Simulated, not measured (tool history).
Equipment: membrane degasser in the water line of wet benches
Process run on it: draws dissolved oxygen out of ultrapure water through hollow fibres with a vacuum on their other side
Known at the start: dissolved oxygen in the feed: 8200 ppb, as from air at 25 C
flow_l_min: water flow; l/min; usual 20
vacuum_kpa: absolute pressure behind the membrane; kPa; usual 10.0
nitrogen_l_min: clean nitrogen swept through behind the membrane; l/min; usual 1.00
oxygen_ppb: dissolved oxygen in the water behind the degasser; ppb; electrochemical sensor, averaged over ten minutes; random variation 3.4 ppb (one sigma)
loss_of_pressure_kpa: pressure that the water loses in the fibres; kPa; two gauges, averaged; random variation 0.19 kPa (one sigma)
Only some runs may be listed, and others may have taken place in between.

Run 1, hour 0.0: usual settings. Result: oxygen_ppb 367.3 ppb, loss_of_pressure_kpa 38.09 kPa.
Run 2, hour 25.4: usual settings. Result: oxygen_ppb 352.1 ppb, loss_of_pressure_kpa 38.07 kPa.
Run 3, hour 70.9: usual settings but flow_l_min 17 l/min. Result: oxygen_ppb 310.4 ppb, loss_of_pressure_kpa 32.19 kPa.
Run 4, hour 120.6: usual settings but flow_l_min 17 l/min, vacuum_kpa 6.9 kPa. Result: oxygen_ppb 194.0 ppb, loss_of_pressure_kpa 32.51 kPa.
Run 5, hour 167.1: usual settings but nitrogen_l_min 0.65 l/min. Result: oxygen_ppb 493.8 ppb, loss_of_pressure_kpa 38.42 kPa.
Run 6, hour 201.9: usual settings but flow_l_min 30 l/min. Result: oxygen_ppb 544.6 ppb, loss_of_pressure_kpa 57.56 kPa.
Run 7, hour 239.3: usual settings but vacuum_kpa 19.6 kPa, nitrogen_l_min 2.60 l/min. Result: oxygen_ppb 361.8 ppb, loss_of_pressure_kpa 38.82 kPa.
Run 8, hour 268.3: usual settings but vacuum_kpa 19.6 kPa, nitrogen_l_min 2.60 l/min. Result: oxygen_ppb 365.0 ppb, loss_of_pressure_kpa 38.28 kPa.
Run 9, hour 318.1: usual settings but vacuum_kpa 19.6 kPa, nitrogen_l_min 2.60 l/min. Result: oxygen_ppb 362.8 ppb, loss_of_pressure_kpa 38.15 kPa.

Run 10, settings as shown, results not yet in. Your forecast:
Run 10, hour 357.4: usual settings but vacuum_kpa 19.6 kPa, nitrogen_l_min 2.60 l/min. Result: oxygen_ppb ?, loss_of_pressure_kpa ?.

For run 10 the tool returned oxygen_ppb 367.1 ppb, loss_of_pressure_kpa 38.24 kPa.
With no hidden state in the tool, this same run would have given oxygen_ppb 343.6 ppb, loss_of_pressure_kpa 36.87 kPa.

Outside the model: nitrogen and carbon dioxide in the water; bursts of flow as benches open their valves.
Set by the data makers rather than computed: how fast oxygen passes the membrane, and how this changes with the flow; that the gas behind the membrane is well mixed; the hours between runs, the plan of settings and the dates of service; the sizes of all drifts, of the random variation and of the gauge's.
